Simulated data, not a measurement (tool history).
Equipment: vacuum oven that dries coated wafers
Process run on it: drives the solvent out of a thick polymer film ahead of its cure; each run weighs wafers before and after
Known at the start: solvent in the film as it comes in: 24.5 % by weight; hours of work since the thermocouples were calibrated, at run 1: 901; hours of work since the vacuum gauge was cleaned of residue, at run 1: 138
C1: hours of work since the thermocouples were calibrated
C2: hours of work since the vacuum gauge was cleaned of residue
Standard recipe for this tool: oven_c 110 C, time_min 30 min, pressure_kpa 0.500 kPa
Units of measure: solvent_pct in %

run 1 day=0.000 | oven_c=110 time_min=30 pressure_kpa=0.500 | C1=901 C2=138 | solvent_pct=1.32
run 2 day=1.662 | oven_c=108 time_min=30 pressure_kpa=0.500 | C1=927 C2=164 | solvent_pct=1.67
run 3 day=4.050 | oven_c=108 time_min=30 pressure_kpa=0.500 | C1=964 C2=201 | solvent_pct=1.65
run 4 day=7.062 | oven_c=108 time_min=30 pressure_kpa=0.500 | C1=1010 C2=248 | solvent_pct=1.67
run 5 day=9.258 | oven_c=108 time_min=30 pressure_kpa=0.500 | C1=1045 C2=282 | solvent_pct=1.66
run 6 day=11.938 | oven_c=124 time_min=30 pressure_kpa=0.500 | C1=1086 C2=324 | solvent_pct=0.18
run 7 day=14.450 | oven_c=110 time_min=30 pressure_kpa=0.500 | C1=1125 C2=363 | solvent_pct=1.29
run 8 day=15.967 | oven_c=110 time_min=30 pressure_kpa=0.500 | C1=1149 C2=386 | solvent_pct=1.25
run 9 day=18.833 | oven_c=110 time_min=30 pressure_kpa=0.500 | C1=1193 C2=431 | solvent_pct=1.22
run 10 day=21.712 | oven_c=110 time_min=30 pressure_kpa=0.500 | C1=1238 C2=475 | solvent_pct=1.24
run 11 day=23.667 | oven_c=110 time_min=37 pressure_kpa=0.500 | C1=1268 C2=506 | solvent_pct=0.73
run 12 day=25.567 | oven_c=110 time_min=37 pressure_kpa=0.500 | C1=1298 C2=535 | solvent_pct=0.71
run 13 day=28.383 | oven_c=118 time_min=30 pressure_kpa=0.500 | C1=1342 C2=579 | solvent_pct=0.36
-- day=28.733 vacuum gauge cleaned of residue and calibrated
run 14 day=31.296 | oven_c=110 time_min=30 pressure_kpa=0.500 | C1=1386 C2=40 | solvent_pct=1.25
run 15 day=33.429 | oven_c=96 time_min=33 pressure_kpa=1.092 | C1=1419 C2=73 | solvent_pct=4.99
run 16 day=34.812 | oven_c=96 time_min=45 pressure_kpa=0.738 | C1=1440 C2=94 | solvent_pct=2.98
run 17 day=37.129 | oven_c=96 time_min=45 pressure_kpa=0.738 | C1=1476 C2=130 | solvent_pct=3.00
run 18 day=38.954 | oven_c=123 time_min=30 pressure_kpa=0.500 | C1=1505 C2=159 | solvent_pct=0.16
-- day=39.296 oven's thermocouples calibrated
run 19 day=40.517 | oven_c=100 time_min=30 pressure_kpa=1.055 | C1=19 C2=182 | solvent_pct=5.25
run 20 day=43.638 | oven_c=110 time_min=30 pressure_kpa=0.748 | C1=67 C2=230 | solvent_pct=1.83
run 21 day=45.412 | oven_c=110 time_min=30 pressure_kpa=0.490 | C1=95 C2=258 | solvent_pct=1.77
-- day=47.079 vacuum gauge cleaned of residue and calibrated, once more
run 22 day=48.162 | oven_c=110 time_min=30 pressure_kpa=1.491 | C1=137 C2=17 | solvent_pct=2.05
run 23 day=49.546 | oven_c=110 time_min=30 pressure_kpa=1.491 | C1=158 C2=38 | solvent_pct=2.07
run 24 day=52.862 | oven_c=110 time_min=22 pressure_kpa=0.500 | C1=210 C2=90 | solvent_pct=3.14
run 25 day=55.721 | oven_c=110 time_min=22 pressure_kpa=0.500 | C1=254 C2=134 | solvent_pct=3.16
run 26 day=57.225 | oven_c=96 time_min=16 pressure_kpa=1.314 | C1=277 C2=158 | solvent_pct=11.20
run 27 day=60.625 | oven_c=96 time_min=16 pressure_kpa=1.314 | C1=330 C2=210 | solvent_pct=11.10

What differs in the tool's unlogged condition from the final listed run ahead of each entry between runs to the first listed run following it?
Runs 13 to 14: vacuum gauge cleaned of residue and calibrated (day 28.733)
  true wafer temperature over the reading, C: 2.59 -> 2.66; true pressure over the reading, kPa: 0.083 -> 0.12
  measured less the result without the state, solvent_pct: -0.15 -> -0.46 %
Runs 18 to 19: oven's thermocouples calibrated (day 39.296)
  true wafer temperature over the reading, C: 2.86 -> -0.29; true pressure over the reading, kPa: 0.137 -> 0.14
  measured less the result without the state, solvent_pct: -0.04 -> +0.18 %
Runs 21 to 22: vacuum gauge cleaned of residue and calibrated, once more (day 47.079)
  true wafer temperature over the reading, C: -0.17 -> -0.1; true pressure over the reading, kPa: 0.151 -> 0.022
  measured less the result without the state, solvent_pct: +0.09 -> +0.03 %
